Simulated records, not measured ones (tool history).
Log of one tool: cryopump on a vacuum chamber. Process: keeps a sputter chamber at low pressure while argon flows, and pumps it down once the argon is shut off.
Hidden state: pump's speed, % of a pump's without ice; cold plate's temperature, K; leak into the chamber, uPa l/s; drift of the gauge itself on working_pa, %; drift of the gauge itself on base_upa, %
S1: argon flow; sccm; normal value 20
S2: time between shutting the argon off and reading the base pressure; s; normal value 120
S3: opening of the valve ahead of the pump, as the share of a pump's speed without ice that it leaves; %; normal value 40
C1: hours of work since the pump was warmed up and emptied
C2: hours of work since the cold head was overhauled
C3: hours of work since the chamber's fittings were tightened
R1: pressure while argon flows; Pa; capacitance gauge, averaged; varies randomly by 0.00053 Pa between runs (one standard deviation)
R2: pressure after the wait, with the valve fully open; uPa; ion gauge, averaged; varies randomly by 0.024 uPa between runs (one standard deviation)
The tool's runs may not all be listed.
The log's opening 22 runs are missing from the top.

run 23 day=28.246 | S1=22 S2=23 S3=26 | C1=464 C2=1976 C3=3096 | R1=0.0831 R2=5.27
run 24 day=29.704 | S1=22 S2=23 S3=26 | C1=495 C2=2007 C3=3127 | R1=0.0841 R2=5.63
run 25 day=30.842 | S1=20 S2=37 S3=28 | C1=519 C2=2030 C3=3150 | R1=0.0718 R2=4.24
run 26 day=32.25 | S1=20 S2=37 S3=28 | C1=548 C2=2060 C3=3180 | R1=0.0723 R2=4.11
run 27 day=33.142 | S1=27 S2=137 S3=18 | C1=566 C2=2078 C3=3198 | R1=0.1479 R2=2.66
run 28 day=34.012 | S1=22 S2=87 S3=40 | C1=585 C2=2096 C3=3216 | R1=0.0575 R2=3.07
run 29 day=35.283 | S1=36 S2=59 S3=40 | C1=611 C2=2123 C3=3243 | R1=0.0952 R2=3.58
run 30 day=36.808 | S1=33 S2=144 S3=40 | C1=643 C2=2155 C3=3275 | R1=0.0881 R2=2.7
run 31 day=38.208 | S1=26 S2=120 S3=24 | C1=672 C2=2184 C3=3304 | R1=0.1106 R2=3.02
run 32 day=39.829 | S1=26 S2=154 S3=24 | C1=706 C2=2217 C3=3337 | R1=0.1117 R2=2.87
run 33 day=41.454 | S1=12 S2=120 S3=52 | C1=739 C2=2251 C3=3371 | R1=0.0269 R2=3.07

What if the next run were any one of these 3? Each begins from the tool's condition after run 33:
-- day=42.229 pump warmed up, emptied and cooled again
run A day=43.112 | S1=11 S2=120 S3=40 | C1=18 C2=2281 C3=3401 | R1=? R2=?
-- day=42.229 pump warmed up, emptied and cooled again
run B day=43.112 | S1=20 S2=195 S3=40 | C1=18 C2=2281 C3=3401 | R1=? R2=?
-- day=42.229 pump warmed up, emptied and cooled again
run C day=43.112 | S1=8 S2=22 S3=32 | C1=18 C2=2281 C3=3401 | R1=? R2=?

run=A R1=0.0267 R2=2.42
run=B R1=0.0478 R2=2.12
run=C R1=0.0233 R2=5.46
With the hidden condition removed and each run's random variation left untouched, the same runs would have given:
run=A R1=0.0264 R2=0.82
run=B R1=0.0471 R2=0.58
run=C R1=0.023 R2=3.86
